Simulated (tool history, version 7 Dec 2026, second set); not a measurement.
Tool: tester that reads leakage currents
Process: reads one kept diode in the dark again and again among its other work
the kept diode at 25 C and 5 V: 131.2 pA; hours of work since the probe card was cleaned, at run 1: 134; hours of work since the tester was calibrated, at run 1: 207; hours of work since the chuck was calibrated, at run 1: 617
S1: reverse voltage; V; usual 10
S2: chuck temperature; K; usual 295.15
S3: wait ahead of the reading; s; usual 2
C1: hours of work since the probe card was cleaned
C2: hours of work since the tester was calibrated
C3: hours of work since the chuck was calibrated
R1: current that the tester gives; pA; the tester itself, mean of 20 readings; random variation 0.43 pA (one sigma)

run,hour,S1,S2,S3,C1,C2,C3,R1
1,0,10,295.15,2,134,207,617,150.42
2,24.6,10,295.15,2,150,223,633,151.15
3,57.3,10,295.15,2,171,244,654,151.92
4,86.9,9.1,295.15,2,190,263,673,144.78
5,116.3,14,295.15,2,209,282,692,182.77
6,155.9,14,295.15,2,235,307,717,182.74
7,184.2,10,297.15,2,253,325,735,185.47
8,219.4,10,295.15,2,276,348,758,154.96
9,256.7,10,295.15,2,300,372,782,154.82
# hour 262.4: probe card cleaned and baked
10,291.3,10,295.15,2,19,393,803,157.34
11,310.1,10.3,305.15,4.44,31,405,815,395.11
12,335.3,2.4,295.15,8.83,47,421,831,74.61
13,365,2.4,295.15,8.83,66,440,850,75.23
# hour 385.1: probe card cleaned and baked, once more
14,385.1,2.4,295.15,8.83,0,451,861,73.23
15,408,10,295.15,0.5,15,466,876,158.08
16,432.7,10,295.15,1.11,31,482,892,154.55

3 ways to go on from here, each from the tool as it stands after run 16. What would each give?
A,470.7,1.7,326.15,1.43,55,506,916,?
B,470.7,10,320.15,9.02,55,506,916,?
C,470.7,7.8,315.15,1.07,55,506,916,?

run,R1
A,945.55
B,1422.02
C,828.43
Without the tool's hidden state the same runs would have given:
run,R1
A,881.19
B,1321.29
C,768.01
